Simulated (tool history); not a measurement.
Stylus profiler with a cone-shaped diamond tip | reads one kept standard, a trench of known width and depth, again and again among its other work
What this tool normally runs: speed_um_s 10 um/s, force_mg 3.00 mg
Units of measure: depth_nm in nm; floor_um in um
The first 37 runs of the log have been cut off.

run,hour,speed_um_s,force_mg,scans with this tip,hours of work since the height scale was calibrated,depth_nm,floor_um
38,618.0,26,1.67,3980,306,202.25,27.62
39,633.3,16,4.65,4129,317,204.77,27.78
40,653.7,16,4.65,4329,332,204.76,27.66
41,666.7,5,1.43,4455,342,202.12,27.68
42,679.9,17,3.81,4584,352,204.07,27.60
43,696.2,17,1.57,4744,364,202.17,27.63
44,711.8,2,2.92,4896,376,203.40,27.65
45,733.5,2,2.92,5108,392,203.61,27.61
46,751.1,31,1.59,5280,406,202.20,27.51
47,772.6,15,1.59,5490,422,202.18,27.47
48,790.1,9,6.64,5661,435,206.11,27.56

Forecast each of these 3 alternatives for the next run:
A,805.7,9,7.30,5814,447,?,?
B,805.7,10,4.36,5814,447,?,?
C,805.7,15,2.26,5814,447,?,?

run,depth_nm,floor_um
A,206.36,27.47
B,204.44,27.50
C,202.75,27.43
With the hidden condition removed and each run's random variation left untouched, the same runs would have given:
run,depth_nm,floor_um
A,206.69,28.18
B,204.77,28.22
C,203.08,28.15
